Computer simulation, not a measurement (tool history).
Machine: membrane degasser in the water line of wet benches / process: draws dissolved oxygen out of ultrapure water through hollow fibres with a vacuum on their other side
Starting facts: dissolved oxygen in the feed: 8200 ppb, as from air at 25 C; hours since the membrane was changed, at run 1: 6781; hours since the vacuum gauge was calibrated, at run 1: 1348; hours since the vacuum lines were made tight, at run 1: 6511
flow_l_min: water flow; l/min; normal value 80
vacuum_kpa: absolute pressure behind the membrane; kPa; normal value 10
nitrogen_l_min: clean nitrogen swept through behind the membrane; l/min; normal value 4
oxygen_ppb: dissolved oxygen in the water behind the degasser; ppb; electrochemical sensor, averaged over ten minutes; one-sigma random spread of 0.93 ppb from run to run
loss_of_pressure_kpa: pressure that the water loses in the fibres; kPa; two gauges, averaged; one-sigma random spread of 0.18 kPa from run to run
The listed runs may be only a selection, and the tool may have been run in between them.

run	hour	flow_l_min	vacuum_kpa	nitrogen_l_min	hours since the membrane was changed	hours since the vacuum gauge was calibrated	hours since the vacuum lines were made tight	oxygen_ppb	loss_of_pressure_kpa
1	0	80	10	4	6781	1348	6511	296.4	30.62
2	98.6	80	10	4	6879	1446	6610	296.7	30.81
3	232.4	64	10	4	7013	1580	6743	243.2	24.59
4	354.5	64	10	4	7135	1702	6866	243.6	24.18
5	578.3	80	18.6	4	7359	1926	7089	644.4	30.92
6	723.5	80	18.6	4	7504	2071	7235	644.7	30.72
7	854.6	80	18.6	4	7635	2202	7366	642.2	30.79
8	1025.4	101	10	4	7806	2373	7536	367	38.51
9	1228	101	10	4	8009	2576	7739	366.5	38.54
10	1383.9	101	10	4	8164	2732	7895	368	38.43
11	1557.4	101	10	4	8338	2905	8068	366.6	38.74
12	1759.1	101	10	4	8540	3107	8270	367.9	38.96
13	1948.5	101	10	4	8729	3296	8460	367	38.48
14	2170.5	101	10	4	8951	3518	8682	367.9	38.7
15	2355.7	80	10	4	9136	3703	8867	298.3	30.23
16	2558.5	80	10	4	9339	3906	9070	298.1	30.71
17	2706.3	80	10	4	9487	4054	9217	296.6	30.28
18	2883.6	100	10	4	9664	4231	9395	364.5	38.18
19	3074.3	102	10	4	9855	4422	9585	372.2	38.91
20	3221.4	80	12	3.25	10002	4569	9732	451.5	30.79
# hour 3331.7: vacuum gauge calibrated
21	3371	80	12	3.25	10151	39	9882	448.6	30.79
22	3480.5	80	12.4	6.95	10261	149	9991	245.1	30.51
23	3581.8	80	12.4	6.35	10362	250	10092	266	30.73
24	3736.7	80	12.4	6.35	10517	405	10247	264.8	30.56
25	3963.3	80	23.4	6.35	10743	632	10474	559.2	31.08
26	4124	112	9.5	9.9	10904	792	10635	179	42.64
27	4308	89	19.1	9.63	11088	976	10819	340.9	33.77
28	4510.9	89	15.1	5.99	11291	1179	11021	394.2	33.69
29	4691.1	89	15.1	5.99	11471	1359	11202	395.8	34.05
30	4798	80	10	7.76	11578	1466	11309	165.6	30.83
31	5023.4	80	10	7.76	11804	1692	11534	166	30.23
32	5148.5	80	10	7.76	11929	1817	11659	166.1	30.75
# hour 5241: seals of the vacuum lines changed
33	5263.8	80	20.6	10.18	12042	1930	23	320.4	30.37

Predict each of these 3 candidate next runs independently; none follows another, all start after run 33:
A	5400.8	85	7.2	2.08	12179	2067	160	?	?
B	5400.8	103	10	2.98	12179	2067	160	?	?
C	5400.8	80	10	1.8	12179	2067	160	?	?

run	oxygen_ppb	loss_of_pressure_kpa
A	322.4	32.61
B	471.9	39.27
C	566.7	30.93
What these runs would have given with no unlogged condition in the tool:
run	oxygen_ppb	loss_of_pressure_kpa
A	322.3	32.58
B	471.8	39.24
C	566.6	30.9
